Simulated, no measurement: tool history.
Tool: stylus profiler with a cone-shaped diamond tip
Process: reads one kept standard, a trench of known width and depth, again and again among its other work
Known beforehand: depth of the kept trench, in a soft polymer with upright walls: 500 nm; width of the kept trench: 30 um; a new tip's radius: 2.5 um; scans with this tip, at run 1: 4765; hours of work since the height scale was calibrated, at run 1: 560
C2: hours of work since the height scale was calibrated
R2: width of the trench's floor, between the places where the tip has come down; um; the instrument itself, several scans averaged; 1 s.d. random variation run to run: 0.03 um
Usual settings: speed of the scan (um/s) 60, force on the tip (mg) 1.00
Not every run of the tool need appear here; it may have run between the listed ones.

Run 1, hour 0.0: usual settings; scans with this tip 4765; C2 560. Result: depth of the trench (Å) 5036.8, R2 26.49 um.
Run 2, hour 65.7: usual settings; scans with this tip 5135; C2 604. Result: depth of the trench (Å) 5037.9, R2 26.53 um.
Run 3, hour 112.8: usual settings; scans with this tip 5401; C2 635. Result: depth of the trench (Å) 5036.2, R2 26.45 um.
Run 4, hour 169.1: usual settings but speed of the scan (um/s) 228; scans with this tip 5718; C2 672. Result: depth of the trench (Å) 5032.9, R2 25.82 um.
Run 5, hour 209.7: usual settings; scans with this tip 5947; C2 699. Result: depth of the trench (Å) 5032.5, R2 26.41 um.
Run 6, hour 280.5: usual settings but force on the tip (mg) 0.49; scans with this tip 6347; C2 746. Result: depth of the trench (Å) 5014.2, R2 26.27 um.
Run 7, hour 350.7: usual settings but force on the tip (mg) 0.49; scans with this tip 6743; C2 793. Result: depth of the trench (Å) 5013.4, R2 26.33 um.
Run 8, hour 392.2: usual settings but speed of the scan (um/s) 25, force on the tip (mg) 1.02; scans with this tip 6977; C2 820. Result: depth of the trench (Å) 5031.2, R2 26.47 um.
Run 9, hour 468.2: usual settings but speed of the scan (um/s) 25, force on the tip (mg) 1.02; scans with this tip 7405; C2 871. Result: depth of the trench (Å) 5031.7, R2 26.49 um.
Run 10, hour 536.4: usual settings but speed of the scan (um/s) 25, force on the tip (mg) 1.02; scans with this tip 7790; C2 916. Result: depth of the trench (Å) 5029.2, R2 26.40 um.
Run 11, hour 621.9: usual settings but speed of the scan (um/s) 41, force on the tip (mg) 2.04; scans with this tip 8273; C2 973. Result: depth of the trench (Å) 5057.9, R2 26.40 um.
Run 12, hour 698.5: usual settings but speed of the scan (um/s) 20; scans with this tip 8704; C2 1024. Result: depth of the trench (Å) 5026.7, R2 26.42 um.
Run 13, hour 790.4: usual settings but speed of the scan (um/s) 20; scans with this tip 9223; C2 1085. Result: depth of the trench (Å) 5027.3, R2 26.33 um.

Below are 5 alternative next runs, each starting from the tool's condition after run 13. Predict each:
Run A, hour 839.1: usual settings but speed of the scan (um/s) 218, force on the tip (mg) 1.76; scans with this tip 9497; C2 1117. Result: depth of the trench (Å) ?, R2 ?.
Run B, hour 839.1: usual settings but speed of the scan (um/s) 200, force on the tip (mg) 2.11; scans with this tip 9497; C2 1117. Result: depth of the trench (Å) ?, R2 ?.
Run C, hour 839.1: usual settings but speed of the scan (um/s) 25, force on the tip (mg) 0.35; scans with this tip 9497; C2 1117. Result: depth of the trench (Å) ?, R2 ?.
Run D, hour 839.1: usual settings but speed of the scan (um/s) 19; scans with this tip 9497; C2 1117. Result: depth of the trench (Å) ?, R2 ?.
Run E, hour 839.1: usual settings but speed of the scan (um/s) 145, force on the tip (mg) 2.50; scans with this tip 9497; C2 1117. Result: depth of the trench (Å) ?, R2 ?.

run  depth of the trench (Å)     R2
  A                   5045.1  25.76
  B                   5055.0  25.89
  C                   5002.8  26.21
  D                   5026.3  26.32
  E                   5065.1  26.11
With no hidden state in the tool, these same runs would have given:
run  depth of the trench (Å)     R2
  A                   5065.7  26.33
  B                   5075.6  26.46
  C                   5023.2  26.79
  D                   5046.8  26.89
  E                   5085.7  26.69

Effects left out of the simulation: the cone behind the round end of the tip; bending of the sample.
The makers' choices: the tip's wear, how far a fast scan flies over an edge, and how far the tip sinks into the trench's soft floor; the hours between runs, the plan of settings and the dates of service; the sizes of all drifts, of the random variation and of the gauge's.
